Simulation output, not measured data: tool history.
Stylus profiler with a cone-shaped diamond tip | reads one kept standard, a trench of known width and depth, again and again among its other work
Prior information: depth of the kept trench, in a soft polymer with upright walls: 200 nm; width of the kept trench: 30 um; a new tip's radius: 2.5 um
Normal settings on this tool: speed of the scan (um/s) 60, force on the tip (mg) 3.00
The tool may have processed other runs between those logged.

run   hour  speed of the scan (um/s)  force on the tip (mg)  depth of the trench (angstrom)  width of the trench's floor (um)
  1    0.0                        60                   3.00                          2012.7                             27.60
  2    9.9                        81                   3.00                          2012.1                             27.57
  3   24.1                        81                   3.00                          2012.1                             27.52
  4   37.6                        81                   3.00                          2012.1                             27.47
  5   53.5                        81                   3.00                          2012.6                             27.54
  6   65.1                        81                   3.00                          2011.4                             27.49
  7   80.0                        60                   3.00                          2011.0                             27.60
  8   88.0                        60                   3.00                          2011.5                             27.56
  9   99.5                        27                   3.00                          2012.2                             27.69
 10  110.8                        60                   1.47                          2007.3                             27.49
 11  121.2                        60                   1.47                          2005.9                             27.45
 12  132.2                        60                   1.47                          2006.7                             27.49
 13  146.9                        60                   1.47                          2006.3                             27.45
 14  157.8                        60                   1.47                          2005.9                             27.38
 15  171.7                        60                   1.47                          2005.6                             27.40
 16  179.1                        60                   1.26                          2005.4                             27.38
 17  194.3                        60                   1.26                          2005.4                             27.43
 18  209.5                        60                   1.26                          2005.8                             27.36
 19  220.8                        60                   1.26                          2005.4                             27.33
 20  233.6                        60                   1.26                          2005.0                             27.36
     234.9  -- height scale calibrated on a step standard
 21  249.7                        60                   3.00                          2009.7                             27.46
 22  262.9                       193                   3.00                          2009.0                             26.92
     279.8  -- height scale calibrated on a step standard, once more
 23  279.8                       193                   3.00                          2013.6                             26.93
 24  297.5                        17                   1.44                          2009.5                             27.63
 25  311.0                       223                   2.83                          2015.2                             26.83
 26  322.6                        16                   2.13                          2011.5                             27.62
 27  336.2                        46                   2.02                          2011.7                             27.49
 28  346.2                        34                   1.85                          2010.4                             27.53
 29  360.2                        19                   2.58                          2012.5                             27.64
 30  373.4                       130                   1.23                          2008.5                             26.91
 31  390.5                        94                   6.57                          2024.5                             27.43
 32  405.5                        24                   3.61                          2017.2                             27.62
 33  415.7                       205                   4.24                          2018.3                             27.03
 34  432.4                        58                   2.92                          2013.4                             27.41
 35  448.1                        58                   2.92                          2014.1                             27.43
 36  465.4                        58                   2.92                          2014.4                             27.43
 37  476.3                        91                   6.61                          2024.0                             27.47
 38  489.1                        95                   5.31                          2019.7                             27.35
 39  502.3                        26                   1.33                          2007.9                             27.48
 40  513.5                        55                   3.11                          2014.4                             27.45
 41  522.9                        98                   8.45                          2028.2                             27.45
 42  532.3                        65                   5.62                          2021.6                             27.49
 43  540.5                        17                   1.91                          2009.8                             27.55
 44  553.4                        19                   2.78                          2013.3                             27.64
 45  563.7                        37                   5.16                          2019.9                             27.52
 46  572.2                        37                   5.16                          2019.0                             27.53

4 ways to go on from here, each from the tool as it stands after run 46. What would each give?
  A  579.4                        37                   6.46                               ?                                 ?
  B  579.4                       201                   4.45                               ?                                 ?
  C  579.4                        37                   4.72                               ?                                 ?
  D  579.4                        46                   5.16                               ?                                 ?

run  depth of the trench (angstrom)  width of the trench's floor (um)
  A                          2023.9                             27.49
  B                          2017.3                             27.00
  C                          2018.9                             27.49
  D                          2019.2                             27.49
The same runs, with their run-to-run variation unchanged, on a tool lacking any hidden condition would have given:
run  depth of the trench (angstrom)  width of the trench's floor (um)
  A                          2024.7                             27.90
  B                          2018.1                             27.41
  C                          2019.7                             27.90
  D                          2019.9                             27.90

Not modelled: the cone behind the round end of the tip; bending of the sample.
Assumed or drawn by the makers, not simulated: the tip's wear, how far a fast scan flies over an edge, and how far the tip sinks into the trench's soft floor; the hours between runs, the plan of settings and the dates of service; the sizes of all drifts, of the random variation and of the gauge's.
